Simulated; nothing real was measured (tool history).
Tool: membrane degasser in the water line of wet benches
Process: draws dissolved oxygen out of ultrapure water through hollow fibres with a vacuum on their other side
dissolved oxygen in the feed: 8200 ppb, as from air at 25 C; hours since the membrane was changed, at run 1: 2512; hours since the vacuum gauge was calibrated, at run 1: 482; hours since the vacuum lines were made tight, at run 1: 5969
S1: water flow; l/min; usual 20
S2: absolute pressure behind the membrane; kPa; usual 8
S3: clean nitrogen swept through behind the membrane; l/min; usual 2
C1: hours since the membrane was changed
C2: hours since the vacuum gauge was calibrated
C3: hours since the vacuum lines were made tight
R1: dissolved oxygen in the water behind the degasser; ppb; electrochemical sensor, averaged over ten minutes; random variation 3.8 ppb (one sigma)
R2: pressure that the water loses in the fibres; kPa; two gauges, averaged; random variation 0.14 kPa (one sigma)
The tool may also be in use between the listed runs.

run    hour  S1     S2    S3    C1    C2    C3     R1     R2
  1       0  20      8     2  2512   482  5969  410.8  37.31
  2    65.1  20      8     2  2578   547  6035  409.7  37.47
  3   136.2  20  12.87     2  2649   618  6106  514.4  37.36
  4   183.5  20  12.87     2  2696   665  6153  515.1  37.25
  5   244.7  20      8  0.94  2757   727  6214  509.3  37.49
  6   323.4  20      8     2  2836   805  6293  410.5  37.53
  7   406.8  20      8     2  2919   889  6376    412  37.35
  8   459.7  20      8     2  2972   942  6429  411.1  37.69
  9   514.1  20      8     2  3027   996  6484  408.9  37.82
 10   561.4  20      8  5.84  3074  1043  6531  345.6  37.39
      584.2  -- seals of the vacuum lines changed
 11   638.7  20      8  5.84  3149  1119    54  340.8  37.28
 12     699  22      8     2  3209  1179   115  494.7  41.14
 13   753.3  20      8     2  3264  1233   169    410  37.42
 14   818.4  20      8     2  3329  1298   234  409.1  37.33
 15   905.9  24   5.74  1.91  3416  1386   322  523.2  45.14
      912.8  -- vacuum gauge calibrated
 16   962.3  24   5.74  0.99  3472    50   378  584.4     45
 17  1001.5  29  12.95  2.48  3511    89   417  861.9  54.43
 18  1041.9  29  12.95  2.48  3552   129   457  891.5  54.52
     1099.6  -- vacuum gauge calibrated, once more
 19  1099.6  14   7.05     2  3609     0   514  183.2  26.19
 20  1170.6  15      8   5.8  3680    71   585  175.9  28.34

Forecast run 21:
 21  1217.5  15  8.93  2.2  3727  118  632   ?   ?

R1: 234.6 ppb
R2: 28.28 kPa
Without the tool's hidden state the same run would have given R1 225.6 ppb, R2 27.86 kPa.
